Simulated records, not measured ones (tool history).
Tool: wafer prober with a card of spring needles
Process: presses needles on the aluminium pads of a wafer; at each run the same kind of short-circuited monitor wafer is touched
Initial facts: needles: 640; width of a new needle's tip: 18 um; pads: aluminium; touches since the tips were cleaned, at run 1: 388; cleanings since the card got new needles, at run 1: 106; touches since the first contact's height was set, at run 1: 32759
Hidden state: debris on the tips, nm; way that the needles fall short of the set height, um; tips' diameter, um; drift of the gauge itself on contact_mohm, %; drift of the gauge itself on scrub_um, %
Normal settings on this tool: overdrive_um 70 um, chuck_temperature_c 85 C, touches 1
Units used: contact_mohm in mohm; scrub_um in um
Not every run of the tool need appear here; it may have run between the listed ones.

| run | hour | overdrive_um | chuck_temperature_c | touches | touches since the tips were cleaned | cleanings since the card got new needles | touches since the first contact's height was set | contact_mohm | scrub_um |
|---|---|---|---|---|---|---|---|---|---|
| 1 | 0 | 70 | 85 | 1 | 388 | 106 | 32759 | 209 | 17.56 |
|  | 10.5 | tips cleaned on abrasive film |
|  | 24.1 | tips cleaned on abrasive film |
|  | 35.3 | tips cleaned on abrasive film |
| 2 | 35.3 | 70 | 85 | 1 | 0 | 109 | 54565 | 198 | 17.47 |
|  | 47.5 | tips cleaned on abrasive film |
| 3 | 55.3 | 70 | 85 | 1 | 4813 | 110 | 66954 | 268 | 17.5 |
|  | 60.4 | tips cleaned on abrasive film |
|  | 72.5 | tips cleaned on abrasive film |
|  | 80.6 | height of the first contact set anew |
| 4 | 80.6 | 70 | 85 | 1 | 4853 | 112 | 0 | 266 | 17.63 |
|  | 85.5 | tips cleaned on abrasive film |
|  | 97.9 | tips cleaned on abrasive film |
| 5 | 103 | 70 | 85 | 1 | 3207 | 114 | 13871 | 252 | 17.56 |
|  | 110.3 | tips cleaned on abrasive film |
|  | 122.4 | tips cleaned on abrasive film |
| 6 | 132.5 | 76 | 85 | 1 | 6283 | 116 | 32115 | 264 | 19.09 |
|  | 134.4 | tips cleaned on abrasive film |
|  | 146.7 | tips cleaned on abrasive film |
| 7 | 151.2 | 76 | 85 | 1 | 2788 | 118 | 43629 | 241 | 19.06 |
|  | 158.1 | tips cleaned on abrasive film |
|  | 171.1 | tips cleaned on abrasive film |
|  | 184.6 | tips cleaned on abrasive film |
| 8 | 184.8 | 76 | 85 | 1 | 157 | 121 | 64436 | 202 | 18.96 |
|  | 197.4 | tips cleaned on abrasive film |
| 9 | 207.9 | 70 | 85 | 1 | 6540 | 122 | 78772 | 275 | 17.45 |
|  | 210.8 | tips cleaned on abrasive film |
|  | 213.8 | height of the first contact set anew |
|  | 223.2 | tips cleaned on abrasive film |
|  | 236.2 | tips cleaned on abrasive film |
| 10 | 237.2 | 70 | 72 | 1 | 649 | 125 | 14463 | 211 | 17.59 |
|  | 249.9 | tips cleaned on abrasive film |
|  | 262.1 | tips cleaned on abrasive film |
| 11 | 262.3 | 70 | 72 | 1 | 93 | 127 | 29957 | 198 | 17.59 |
|  | 273.9 | tips cleaned on abrasive film |
|  | 287.1 | tips cleaned on abrasive film |
|  | 298.1 | tips cleaned on abrasive film |
| 12 | 299.1 | 70 | 72 | 1 | 592 | 130 | 52730 | 209 | 17.46 |
|  | 309.9 | tips cleaned on abrasive film |
|  | 323.3 | tips cleaned on abrasive film |
| 13 | 325.4 | 68 | 86 | 1 | 1257 | 132 | 68982 | 228 | 16.97 |
|  | 335.2 | tips cleaned on abrasive film |
|  | 346.2 | tips cleaned on abrasive film |
|  | 346.5 | height of the first contact set anew |
| 14 | 350.9 | 69 | 61 | 1 | 2727 | 134 | 2727 | 249 | 17.42 |
|  | 358.3 | tips cleaned on abrasive film |
|  | 370.6 | tips cleaned on abrasive film |
| 15 | 374.1 | 52 | 26 | 1 | 2143 | 136 | 17024 | 268 | 13.04 |
|  | 382.4 | tips cleaned on abrasive film |
|  | 394.3 | tips cleaned on abrasive film |
| 16 | 398.8 | 61 | 26 | 1 | 2761 | 138 | 32310 | 272 | 15.25 |
|  | 406.1 | tips cleaned on abrasive film |
|  | 419.2 | tips cleaned on abrasive film |
| 17 | 426.2 | 76 | 61 | 3 | 4383 | 140 | 49277 | 209 | 19.05 |
|  | 430.5 | tips cleaned on abrasive film |
|  | 443 | tips cleaned on abrasive film |
| 18 | 447.4 | 76 | 61 | 3 | 2783 | 142 | 62393 | 209 | 18.97 |
|  | 454 | tips cleaned on abrasive film |
| 19 | 464.8 | 76 | 61 | 3 | 6733 | 143 | 73180 | 218 | 18.96 |
|  | 467.4 | tips cleaned on abrasive film |
|  | 480.2 | tips cleaned on abrasive film |
|  | 480.5 | height of the first contact set anew |
| 20 | 485.3 | 76 | 61 | 3 | 2975 | 145 | 2975 | 205 | 19.13 |
|  | 493.1 | tips cleaned on abrasive film |
| 21 | 502.7 | 70 | 68 | 1 | 6012 | 146 | 13795 | 280 | 17.62 |
|  | 505.5 | tips cleaned on abrasive film |
|  | 517.4 | tips cleaned on abrasive film |
|  | 528.6 | tips cleaned on abrasive film |
| 22 | 532.6 | 76 | 65 | 1 | 2458 | 149 | 32213 | 241 | 19.09 |

Predict each of these 5 candidate next runs independently; none follows another, all start after run 22:
|  | 540.6 | tips cleaned on abrasive film |
|  | 552.7 | tips cleaned on abrasive film |
| A | 561.9 | 70 | 85 | 2 | 5744 | 151 | 50377 | ? | ? |
|  | 540.6 | tips cleaned on abrasive film |
|  | 552.7 | tips cleaned on abrasive film |
| B | 561.9 | 70 | 83 | 1 | 5744 | 151 | 50377 | ? | ? |
|  | 540.6 | tips cleaned on abrasive film |
|  | 552.7 | tips cleaned on abrasive film |
| C | 561.9 | 84 | 85 | 1 | 5744 | 151 | 50377 | ? | ? |
|  | 540.6 | tips cleaned on abrasive film |
|  | 552.7 | tips cleaned on abrasive film |
| D | 561.9 | 69 | 29 | 3 | 5744 | 151 | 50377 | ? | ? |
|  | 540.6 | tips cleaned on abrasive film |
|  | 552.7 | tips cleaned on abrasive film |
| E | 561.9 | 70 | 95 | 1 | 5744 | 151 | 50377 | ? | ? |

| run | contact_mohm | scrub_um |
|---|---|---|
| A | 243 | 17.54 |
| B | 277 | 17.53 |
| C | 252 | 21.08 |
| D | 215 | 17.26 |
| E | 280 | 17.55 |
Take away the tool's hidden state, keep each run's random variation, and the runs would have read:
| run | contact_mohm | scrub_um |
|---|---|---|
| A | 191 | 17.64 |
| B | 190 | 17.64 |
| C | 189 | 21.19 |
| D | 179 | 17.37 |
| E | 195 | 17.65 |

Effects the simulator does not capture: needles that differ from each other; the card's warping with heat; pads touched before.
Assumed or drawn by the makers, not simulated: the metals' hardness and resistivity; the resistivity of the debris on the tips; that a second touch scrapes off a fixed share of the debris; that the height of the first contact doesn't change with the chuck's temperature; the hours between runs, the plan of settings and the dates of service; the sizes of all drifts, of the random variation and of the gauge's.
